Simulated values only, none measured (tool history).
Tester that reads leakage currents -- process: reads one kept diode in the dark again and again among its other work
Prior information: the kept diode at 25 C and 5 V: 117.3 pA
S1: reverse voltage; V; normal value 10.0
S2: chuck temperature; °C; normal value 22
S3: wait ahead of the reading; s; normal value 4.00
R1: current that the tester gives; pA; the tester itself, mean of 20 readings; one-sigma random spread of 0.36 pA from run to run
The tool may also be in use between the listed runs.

run 1 hour=0.0 | S1=10.0 S2=22 S3=4.00 | R1=142.99
run 2 hour=124.4 | S1=10.0 S2=22 S3=4.00 | R1=144.39
run 3 hour=254.5 | S1=10.0 S2=22 S3=4.00 | R1=146.40
run 4 hour=386.0 | S1=10.0 S2=22 S3=4.00 | R1=146.44
run 5 hour=498.8 | S1=10.0 S2=22 S3=4.00 | R1=147.90
run 6 hour=639.6 | S1=10.0 S2=22 S3=4.00 | R1=150.06
run 7 hour=758.4 | S1=10.0 S2=22 S3=4.00 | R1=151.27
-- hour=786.4 chuck's temperature calibrated
run 8 hour=831.1 | S1=10.0 S2=22 S3=4.00 | R1=133.65
run 9 hour=967.8 | S1=10.0 S2=22 S3=4.00 | R1=134.66
run 10 hour=1065.4 | S1=10.0 S2=22 S3=4.00 | R1=136.36
-- hour=1075.5 probe card cleaned and baked
run 11 hour=1184.6 | S1=5.4 S2=22 S3=9.89 | R1=93.65
run 12 hour=1257.1 | S1=1.1 S2=54 S3=9.89 | R1=658.18

Run 13 is up next; what results do you expect?
run 13 hour=1338.7 | S1=1.1 S2=54 S3=9.89 | R1=?

Run 13 measured R1 656.63 pA.
On a tool with no hidden condition, and with the same random variation, this run would have come out at R1 649.80 pA.
